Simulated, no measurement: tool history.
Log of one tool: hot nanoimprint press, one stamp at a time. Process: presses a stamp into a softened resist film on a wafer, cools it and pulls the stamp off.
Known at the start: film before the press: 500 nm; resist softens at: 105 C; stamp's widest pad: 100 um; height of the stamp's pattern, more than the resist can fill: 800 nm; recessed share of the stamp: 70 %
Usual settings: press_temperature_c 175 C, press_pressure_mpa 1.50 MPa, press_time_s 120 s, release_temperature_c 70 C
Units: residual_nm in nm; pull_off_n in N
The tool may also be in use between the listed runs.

run   hour  press_temperature_c  press_pressure_mpa  press_time_s  release_temperature_c  residual_nm  pull_off_n
  1    0.0                  175                1.50           120                     70        226.4         139
  2   23.1                  174                1.50           120                     70        239.0         139
  3   49.5                  174                1.50           120                     70        239.6         137
  4   70.5                  175                1.50           120                     70        224.5         139
  5   91.6                  175                1.50           120                     70        229.8         141
  6  118.2                  175                1.50           120                     70        225.1         145
  7  132.8                  175                1.50           120                     70        230.2         142
  8  159.2                  175                1.48           120                     70        229.8         146
  9  180.4                  175                1.50           120                     70        229.7         148
 10  205.4                  175                1.50           120                     70        229.1         151
 11  220.8                  175                1.50           120                     70        230.5         150
 12  236.5                  175                1.50           120                     70        230.0         154
     246.9  -- stamp cleaned and given a new release coat
 13  268.5                  175                1.50           120                     70        231.2         140
 14  283.8                  175                1.50           120                     70        234.9         136
 15  307.3                  175                1.50           120                     70        231.1         141
 16  328.2                  168                1.76           163                     64        283.6         144
 17  353.4                  168                1.65           163                     74        291.8         139
 18  379.4                  186                1.58           171                     65        106.8         152
 19  402.4                  182                1.50            87                     70        184.4         149
 20  417.5                  182                1.50            78                     70        193.6         151
 21  430.5                  182                1.86            78                     77        176.5         143
 22  458.3                  182                0.98           148                     77        180.0         145
     464.0  -- plate thermocouple calibrated
 23  477.1                  186                2.14           107                     68        107.1         155
     496.4  -- stamp cleaned and given a new release coat
 24  509.2                  175                1.50            63                     59        274.0         146
 25  538.9                  175                1.50            70                     76        269.0         131
 26  569.3                  175                1.50            70                     76        269.0         139
 27  599.4                  172                1.50           120                     70        259.8         138
 28  623.8                  171                0.96           130                     58        309.3         153
 29  647.4                  175                1.42           120                     70        227.9         144

4 ways to go on from here, each from the tool as it stands after run 29. What would each give?
  A  660.5                  187                1.42           194                     71            ?           ?
  B  660.5                  172                2.03           120                     58            ?           ?
  C  660.5                  175                2.29           120                     70            ?           ?
  D  660.5                  177                1.50            90                     78            ?           ?

run  residual_nm  pull_off_n
  A         95.8         145
  B        231.0         156
  C        185.9         145
  D        222.3         142
Without the tool's hidden state the same runs would have given:
run  residual_nm  pull_off_n
  A         92.8         134
  B        223.1         144
  C        179.0         134
  D        215.5         131
